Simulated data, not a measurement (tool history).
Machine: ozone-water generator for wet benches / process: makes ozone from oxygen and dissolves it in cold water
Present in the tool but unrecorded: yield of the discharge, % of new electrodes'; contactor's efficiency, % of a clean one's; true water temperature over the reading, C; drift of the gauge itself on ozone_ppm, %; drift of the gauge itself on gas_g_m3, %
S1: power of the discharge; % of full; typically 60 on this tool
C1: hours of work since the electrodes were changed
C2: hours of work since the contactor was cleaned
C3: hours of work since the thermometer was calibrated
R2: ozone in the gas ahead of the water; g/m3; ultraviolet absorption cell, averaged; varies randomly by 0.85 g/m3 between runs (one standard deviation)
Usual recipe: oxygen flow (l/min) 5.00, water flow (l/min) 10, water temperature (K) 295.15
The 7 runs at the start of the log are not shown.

{"hour": 1002.8, "done": "water thermometer calibrated"}
{"run": 8, "hour": 1195.7, "S1": 41, "oxygen flow (l/min)": 2.56, "water flow (l/min)": 10, "water temperature (K)": 295.15, "C1": 4825, "C2": 3680, "C3": 192, "dissolved ozone (ppm)": 13.6, "R2": 125.1}
{"run": 9, "hour": 1356.9, "S1": 41, "oxygen flow (l/min)": 2.56, "water flow (l/min)": 10, "water temperature (K)": 295.15, "C1": 4986, "C2": 3840, "C3": 353, "dissolved ozone (ppm)": 13.8, "R2": 126.3}
{"run": 10, "hour": 1522.4, "S1": 60, "oxygen flow (l/min)": 5.0, "water flow (l/min)": 10, "water temperature (K)": 289.15, "C1": 5151, "C2": 4005, "C3": 518, "dissolved ozone (ppm)": 22.9, "R2": 137.5}
{"run": 11, "hour": 1626.3, "S1": 60, "oxygen flow (l/min)": 5.0, "water flow (l/min)": 10, "water temperature (K)": 289.15, "C1": 5254, "C2": 4109, "C3": 622, "dissolved ozone (ppm)": 23.0, "R2": 138.6}
{"run": 12, "hour": 1794.8, "S1": 60, "oxygen flow (l/min)": 5.0, "water flow (l/min)": 10, "water temperature (K)": 289.15, "C1": 5422, "C2": 4277, "C3": 790, "dissolved ozone (ppm)": 22.5, "R2": 137.6}
{"run": 13, "hour": 1962.1, "S1": 47, "oxygen flow (l/min)": 5.0, "water flow (l/min)": 10, "water temperature (K)": 295.15, "C1": 5589, "C2": 4444, "C3": 956, "dissolved ozone (ppm)": 16.3, "R2": 111.3}
{"hour": 2087.3, "done": "contactor cleaned"}
{"run": 14, "hour": 2120.7, "S1": 47, "oxygen flow (l/min)": 5.0, "water flow (l/min)": 10, "water temperature (K)": 295.15, "C1": 5743, "C2": 33, "C3": 1110, "dissolved ozone (ppm)": 16.2, "R2": 111.1}
{"run": 15, "hour": 2234.8, "S1": 47, "oxygen flow (l/min)": 5.0, "water flow (l/min)": 10, "water temperature (K)": 295.15, "C1": 5857, "C2": 147, "C3": 1224, "dissolved ozone (ppm)": 16.0, "R2": 110.1}
{"run": 16, "hour": 2421.8, "S1": 47, "oxygen flow (l/min)": 5.0, "water flow (l/min)": 10, "water temperature (K)": 295.15, "C1": 6043, "C2": 333, "C3": 1411, "dissolved ozone (ppm)": 16.2, "R2": 110.3}
{"run": 17, "hour": 2634.3, "S1": 47, "oxygen flow (l/min)": 5.0, "water flow (l/min)": 10, "water temperature (K)": 295.15, "C1": 6255, "C2": 545, "C3": 1622, "dissolved ozone (ppm)": 16.3, "R2": 109.6}
{"run": 18, "hour": 2819.6, "S1": 47, "oxygen flow (l/min)": 5.0, "water flow (l/min)": 10, "water temperature (K)": 295.15, "C1": 6440, "C2": 730, "C3": 1807, "dissolved ozone (ppm)": 16.2, "R2": 110.7}
{"run": 19, "hour": 3035.9, "S1": 40, "oxygen flow (l/min)": 7.11, "water flow (l/min)": 11, "water temperature (K)": 301.15, "C1": 6655, "C2": 946, "C3": 2023, "dissolved ozone (ppm)": 11.6, "R2": 83.2}
{"run": 20, "hour": 3237.4, "S1": 40, "oxygen flow (l/min)": 7.11, "water flow (l/min)": 11, "water temperature (K)": 301.15, "C1": 6856, "C2": 1146, "C3": 2224, "dissolved ozone (ppm)": 11.4, "R2": 84.4}
{"run": 21, "hour": 3363.2, "S1": 40, "oxygen flow (l/min)": 7.9, "water flow (l/min)": 10, "water temperature (K)": 295.15, "C1": 6982, "C2": 1272, "C3": 2349, "dissolved ozone (ppm)": 13.7, "R2": 79.7}
{"hour": 3563.8, "done": "water thermometer calibrated"}
{"run": 22, "hour": 3566.5, "S1": 51, "oxygen flow (l/min)": 7.9, "water flow (l/min)": 10, "water temperature (K)": 295.15, "C1": 7184, "C2": 1474, "C3": 3, "dissolved ozone (ppm)": 16.8, "R2": 99.2}
{"run": 23, "hour": 3805.6, "S1": 51, "oxygen flow (l/min)": 7.9, "water flow (l/min)": 10, "water temperature (K)": 295.15, "C1": 7422, "C2": 1712, "C3": 241, "dissolved ozone (ppm)": 17.0, "R2": 101.2}
{"run": 24, "hour": 3982.8, "S1": 51, "oxygen flow (l/min)": 7.9, "water flow (l/min)": 9, "water temperature (K)": 295.15, "C1": 7599, "C2": 1889, "C3": 418, "dissolved ozone (ppm)": 17.5, "R2": 100.7}
{"run": 25, "hour": 4179.4, "S1": 58, "oxygen flow (l/min)": 3.34, "water flow (l/min)": 12, "water temperature (K)": 303.15, "C1": 7795, "C2": 2085, "C3": 614, "dissolved ozone (ppm)": 14.9, "R2": 153.8}
{"hour": 4377.5, "done": "electrodes of the discharge changed"}
{"run": 26, "hour": 4382.5, "S1": 75, "oxygen flow (l/min)": 5.0, "water flow (l/min)": 10, "water temperature (K)": 293.15, "C1": 5, "C2": 2281, "C3": 810, "dissolved ozone (ppm)": 25.9, "R2": 167.8}
{"run": 27, "hour": 4498.2, "S1": 60, "oxygen flow (l/min)": 3.72, "water flow (l/min)": 9, "water temperature (K)": 292.15, "C1": 120, "C2": 2397, "C3": 925, "dissolved ozone (ppm)": 22.6, "R2": 153.6}
{"run": 28, "hour": 4673.8, "S1": 60, "oxygen flow (l/min)": 2.72, "water flow (l/min)": 11, "water temperature (K)": 292.15, "C1": 295, "C2": 2572, "C3": 1101, "dissolved ozone (ppm)": 18.9, "R2": 172.4}
{"run": 29, "hour": 4791.2, "S1": 88, "oxygen flow (l/min)": 2.72, "water flow (l/min)": 11, "water temperature (K)": 292.15, "C1": 412, "C2": 2689, "C3": 1218, "dissolved ozone (ppm)": 26.9, "R2": 242.2}
{"run": 30, "hour": 4966.7, "S1": 60, "oxygen flow (l/min)": 5.0, "water flow (l/min)": 11, "water temperature (K)": 295.15, "C1": 587, "C2": 2864, "C3": 1392, "dissolved ozone (ppm)": 18.9, "R2": 136.0}
{"run": 31, "hour": 5066.5, "S1": 60, "oxygen flow (l/min)": 4.83, "water flow (l/min)": 7, "water temperature (K)": 295.15, "C1": 687, "C2": 2963, "C3": 1492, "dissolved ozone (ppm)": 24.3, "R2": 138.7}
{"run": 32, "hour": 5283.9, "S1": 60, "oxygen flow (l/min)": 4.83, "water flow (l/min)": 7, "water temperature (K)": 295.15, "C1": 904, "C2": 3180, "C3": 1709, "dissolved ozone (ppm)": 24.3, "R2": 139.5}

3 options for the next run, each taken on its own from the tool as it stands now. Forecast them:
{"run": "A", "hour": 5438.3, "S1": 46, "oxygen flow (l/min)": 4.83, "water flow (l/min)": 7, "water temperature (K)": 298.15, "C1": 1057, "C2": 3334, "C3": 1863, "dissolved ozone (ppm)": "?", "R2": "?"}
{"run": "B", "hour": 5438.3, "S1": 59, "oxygen flow (l/min)": 5.0, "water flow (l/min)": 10, "water temperature (K)": 299.15, "C1": 1057, "C2": 3334, "C3": 1863, "dissolved ozone (ppm)": "?", "R2": "?"}
{"run": "C", "hour": 5438.3, "S1": 87, "oxygen flow (l/min)": 8.46, "water flow (l/min)": 7, "water temperature (K)": 294.15, "C1": 1057, "C2": 3334, "C3": 1863, "dissolved ozone (ppm)": "?", "R2": "?"}

run=A dissolved_ozone_(ppm)=17.8 R2=109.2
run=B dissolved_ozone_(ppm)=18.4 R2=136.5
run=C dissolved_ozone_(ppm)=31.7 R2=159.3
Take away the tool's hidden state, keep each run's random variation, and the runs would have read:
run=A dissolved_ozone_(ppm)=17.8 R2=109.2
run=B dissolved_ozone_(ppm)=18.4 R2=136.5
run=C dissolved_ozone_(ppm)=31.8 R2=159.3
